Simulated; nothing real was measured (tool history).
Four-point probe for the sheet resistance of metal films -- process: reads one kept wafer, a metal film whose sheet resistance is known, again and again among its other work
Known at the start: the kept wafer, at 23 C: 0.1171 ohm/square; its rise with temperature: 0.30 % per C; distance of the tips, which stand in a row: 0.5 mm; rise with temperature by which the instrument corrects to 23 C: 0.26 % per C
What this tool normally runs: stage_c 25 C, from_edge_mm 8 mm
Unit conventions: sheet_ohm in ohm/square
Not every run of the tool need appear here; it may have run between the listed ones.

run	hour	stage_c	from_edge_mm	sheet_ohm
1	0.0	25	8	0.117910
2	19.1	25	27	0.117685
3	36.2	25	27	0.117691
4	52.0	25	27	0.117648
5	70.3	25	8	0.117912
6	79.8	25	17	0.117688
7	88.3	25	17	0.117703
8	105.2	26	8	0.117875
9	125.0	27	8	0.117947
10	143.1	27	8	0.117942
11	155.2	27	8	0.117922
12	172.1	27	8	0.117901
13	188.7	31	8	0.118060
14	205.8	31	8	0.118071
15	223.6	31	8	0.118053
16	236.0	31	8	0.118049
17	250.2	25	8	0.117717
18	264.7	25	8	0.117781
19	278.9	25	8	0.117734
20	296.4	25	8	0.117703
21	304.6	19	8	0.117415
22	313.3	29	8	0.117907
23	332.6	31	17	0.117731
24	351.6	29	3	0.119392
25	366.2	29	3	0.119336
26	385.2	29	3	0.119355

What will run 27 give?
27	403.5	29	3	?

Run 27 produced sheet_ohm 0.119339 ohm/square.
The same run, on a tool lacking any hidden state, would have yielded sheet_ohm 0.119138 ohm/square.
